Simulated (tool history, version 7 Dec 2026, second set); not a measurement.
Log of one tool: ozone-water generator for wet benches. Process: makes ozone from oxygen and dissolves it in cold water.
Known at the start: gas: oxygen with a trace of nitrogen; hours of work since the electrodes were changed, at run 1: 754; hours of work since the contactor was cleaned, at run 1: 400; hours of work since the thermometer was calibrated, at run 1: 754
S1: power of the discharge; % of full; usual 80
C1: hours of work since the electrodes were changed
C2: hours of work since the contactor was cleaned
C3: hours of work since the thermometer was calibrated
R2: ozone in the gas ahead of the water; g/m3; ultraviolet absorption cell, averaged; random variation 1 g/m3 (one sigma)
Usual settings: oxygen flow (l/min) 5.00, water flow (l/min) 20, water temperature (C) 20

Run 1, hour 0.0: usual settings; C1 754; C2 400; C3 754. Result: dissolved ozone (ppm) 14.3, R2 176.1 g/m3.
Run 2, hour 21.5: usual settings; C1 774; C2 420; C3 774. Result: dissolved ozone (ppm) 14.3, R2 175.8 g/m3.
Run 3, hour 44.4: usual settings; C1 795; C2 441; C3 795. Result: dissolved ozone (ppm) 14.3, R2 176.3 g/m3.
Run 4, hour 83.5: usual settings; C1 832; C2 478; C3 832. Result: dissolved ozone (ppm) 14.1, R2 175.8 g/m3.
Run 5, hour 121.1: usual settings; C1 868; C2 514; C3 868. Result: dissolved ozone (ppm) 14.1, R2 175.3 g/m3.
Run 6, hour 140.5: usual settings but oxygen flow (l/min) 3.84; C1 886; C2 532; C3 886. Result: dissolved ozone (ppm) 14.3, R2 203.6 g/m3.
Run 7, hour 162.3: usual settings but water temperature (C) 17; C1 907; C2 553; C3 907. Result: dissolved ozone (ppm) 14.8, R2 175.4 g/m3.
Run 8, hour 186.3: usual settings but water temperature (C) 17; C1 929; C2 575; C3 929. Result: dissolved ozone (ppm) 14.8, R2 175.6 g/m3.
Run 9, hour 223.6: usual settings but water temperature (C) 17; C1 965; C2 611; C3 965. Result: dissolved ozone (ppm) 14.9, R2 174.8 g/m3.
Run 10, hour 257.9: usual settings; C1 997; C2 643; C3 997. Result: dissolved ozone (ppm) 14.3, R2 172.9 g/m3.
Run 11, hour 291.1: usual settings but oxygen flow (l/min) 2.50; C1 1028; C2 674; C3 1028. Result: dissolved ozone (ppm) 14.0, R2 263.6 g/m3.
Run 12, hour 336.8: usual settings but oxygen flow (l/min) 2.50; C1 1071; C2 717; C3 1071. Result: dissolved ozone (ppm) 13.9, R2 260.3 g/m3.
Run 13, hour 361.9: usual settings but oxygen flow (l/min) 2.65; C1 1095; C2 741; C3 1095. Result: dissolved ozone (ppm) 14.0, R2 253.7 g/m3.
Run 14, hour 408.2: usual settings; C1 1139; C2 785; C3 1139. Result: dissolved ozone (ppm) 14.3, R2 173.8 g/m3.
Run 15, hour 438.9: usual settings; C1 1168; C2 814; C3 1168. Result: dissolved ozone (ppm) 14.1, R2 174.5 g/m3.
Run 16, hour 469.0: usual settings; C1 1196; C2 842; C3 1196. Result: dissolved ozone (ppm) 14.3, R2 174.7 g/m3.
At hour 472.9: water thermometer calibrated.
Run 17, hour 488.7: usual settings but water flow (l/min) 16; C1 1214; C2 860; C3 15. Result: dissolved ozone (ppm) 16.9, R2 172.3 g/m3.
Run 18, hour 512.1: usual settings but water flow (l/min) 29; C1 1236; C2 882; C3 37. Result: dissolved ozone (ppm) 9.5, R2 173.1 g/m3.
Run 19, hour 531.9: usual settings but water flow (l/min) 29; C1 1255; C2 901; C3 56. Result: dissolved ozone (ppm) 9.8, R2 174.9 g/m3.
At hour 557.5: water thermometer calibrated, once more.
Run 20, hour 569.5: usual settings but S1 74 % of full, water flow (l/min) 29; C1 1290; C2 936; C3 11. Result: dissolved ozone (ppm) 8.9, R2 162.7 g/m3.

Forecast run 21:
Run 21, hour 609.2: usual settings but S1 74 % of full, oxygen flow (l/min) 3.41, water flow (l/min) 27; C1 1327; C2 973; C3 49. Result: dissolved ozone (ppm) ?, R2 ?.

{"run 21": {"dissolved ozone (ppm)": 9.4, "R2": 205.8}}
Without the tool's hidden state the same run would have given dissolved ozone (ppm) 9.8, R2 213.4 g/m3.
